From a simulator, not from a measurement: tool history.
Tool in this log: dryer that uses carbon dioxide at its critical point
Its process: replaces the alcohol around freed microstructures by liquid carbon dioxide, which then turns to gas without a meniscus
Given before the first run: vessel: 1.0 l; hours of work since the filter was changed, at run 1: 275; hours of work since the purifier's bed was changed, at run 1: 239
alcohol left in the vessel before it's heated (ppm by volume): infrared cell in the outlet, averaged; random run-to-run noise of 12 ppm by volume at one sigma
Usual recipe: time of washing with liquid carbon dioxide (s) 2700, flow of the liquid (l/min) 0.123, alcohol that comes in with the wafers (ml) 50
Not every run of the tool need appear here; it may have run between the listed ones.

run	day	time of washing with liquid carbon dioxide (s)	flow of the liquid (l/min)	alcohol that comes in with the wafers (ml)	hours of work since the filter was changed	hours of work since the purifier's bed was changed	alcohol left in the vessel before it's heated (ppm by volume)
1	0.000	2700	0.123	50	275	239	1117
2	0.550	2700	0.123	50	282	246	1089
# day 1.000: inlet filter changed
3	1.208	2700	0.123	50	3	255	824
4	1.683	2700	0.123	67	9	261	1091
5	2.179	2700	0.123	67	16	268	1102
6	2.675	2700	0.123	67	23	275	1095
7	3.354	2700	0.195	50	32	284	174
8	3.700	2700	0.195	50	37	289	175
9	4.154	2700	0.123	50	43	295	871
10	4.712	2700	0.123	50	51	303	913
11	5.429	2700	0.123	61	61	312	1070
12	5.771	2700	0.123	50	65	317	897
13	6.379	2700	0.123	50	74	326	895
14	7.004	2700	0.123	50	82	334	902
15	7.350	2700	0.123	50	87	339	936
16	7.929	2460	0.082	109	95	347	9119
17	8.383	2460	0.082	109	101	353	9159
18	8.942	1800	0.208	27	109	361	390
19	9.400	2580	0.188	38	115	367	231
20	10.133	2460	0.188	25	125	377	225
21	10.821	1620	0.108	75	135	386	8903
22	11.388	1620	0.108	96	142	394	11420
23	11.796	1620	0.108	96	148	400	11665
24	12.221	2520	0.200	84	154	406	337
25	12.946	2280	0.162	37	164	416	573
26	13.392	3060	0.117	72	170	422	1088
27	14.046	2040	0.123	49	179	431	2518
28	14.696	2040	0.123	49	188	440	2565
29	15.121	2700	0.123	34	194	445	769

Measured minus without-hidden-state, run by run (identical run-to-run variation in each term; gauge scatter may differ):
The tool's hidden condition here consists of: flow that reaches the vessel past the clogged filter, %; alcohol in the recycled carbon dioxide, ppm; drift of the gauge itself on alcohol_ppm, %.
run	alcohol left in the vessel before it's heated (ppm by volume)
1	+383
2	+386
3	+116
4	+134
5	+144
6	+152
7	+111
8	+116
9	+164
10	+181
11	+203
12	+192
13	+199
14	+210
15	+221
16	+835
17	+876
18	+173
19	+157
20	+156
21	+940
22	+1218
23	+1287
24	+199
25	+244
26	+353
27	+542
28	+568
29	+297
